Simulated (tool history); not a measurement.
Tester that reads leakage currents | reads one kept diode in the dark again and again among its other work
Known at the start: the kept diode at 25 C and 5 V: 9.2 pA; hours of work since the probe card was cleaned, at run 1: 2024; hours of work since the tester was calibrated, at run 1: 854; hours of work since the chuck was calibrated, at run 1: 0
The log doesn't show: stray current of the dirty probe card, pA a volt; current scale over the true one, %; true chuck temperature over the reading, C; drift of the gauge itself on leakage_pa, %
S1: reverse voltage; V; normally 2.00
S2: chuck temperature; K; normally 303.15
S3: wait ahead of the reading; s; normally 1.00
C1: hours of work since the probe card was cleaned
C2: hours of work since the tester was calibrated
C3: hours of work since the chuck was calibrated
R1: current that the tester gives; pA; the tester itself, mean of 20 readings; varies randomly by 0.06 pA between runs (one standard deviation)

run	hour	S1	S2	S3	C1	C2	C3	R1
1	0.0	2.00	303.15	1.00	2024	854	0	12.60
2	18.3	2.00	303.15	1.00	2037	867	13	12.64
3	35.9	2.00	303.15	1.00	2049	879	25	12.63
4	70.0	2.00	303.15	1.00	2072	902	48	12.75
5	104.4	7.32	303.15	1.00	2096	926	72	23.91
6	120.1	7.32	303.15	1.00	2106	937	82	23.92
7	156.3	9.84	303.15	1.00	2131	962	107	28.32
8	181.6	9.84	303.15	1.00	2149	979	125	28.38
9	197.8	9.84	303.15	1.00	2160	990	136	28.46
10	227.1	2.00	303.15	1.00	2180	1010	156	12.87
11	257.7	2.00	303.15	1.00	2201	1031	177	13.00
12	277.2	2.00	303.15	1.00	2214	1045	190	13.06
13	293.4	2.00	303.15	1.00	2225	1056	201	13.18
14	330.3	2.41	303.15	1.00	2251	1081	227	14.06
15	347.6	2.00	303.15	1.00	2263	1093	239	13.07
16	364.7	2.00	303.15	1.00	2274	1105	250	13.06
17	391.0	2.00	303.15	1.00	2292	1123	268	13.17
18	421.3	2.00	303.15	1.00	2313	1144	289	13.15
19	441.3	2.00	303.15	1.00	2327	1157	303	13.13
20	475.0	16.32	303.15	1.00	2350	1180	326	39.60
# hour 480.2: tester calibrated
# hour 492.5: probe card cleaned and baked
21	504.1	8.01	303.15	1.00	8	14	343	19.34
22	536.6	2.00	322.15	1.00	30	37	365	57.50
23	559.8	1.78	325.15	1.02	46	53	381	70.76
24	577.6	7.19	325.15	1.02	58	65	393	114.17
25	607.1	7.19	325.15	1.02	79	85	413	114.61
26	623.6	3.38	294.15	3.40	90	96	425	6.11
27	659.9	3.38	294.15	3.40	115	121	450	6.09
# hour 671.8: tester calibrated, once more
28	683.4	1.11	325.15	0.71	130	8	464	60.56
29	698.6	1.11	325.15	2.54	140	18	475	60.50
30	722.3	9.75	309.15	2.33	156	35	491	34.81
31	744.9	9.75	293.15	1.93	172	50	507	9.29

Run 32 has not been measured yet. What should we expect?
32	770.4	9.75	293.15	1.93	189	68	524	?

R1: 9.26 pA
Take away the tool's hidden state, keep the run-to-run variation as it was, and the same run would have given R1 8.07 pA.
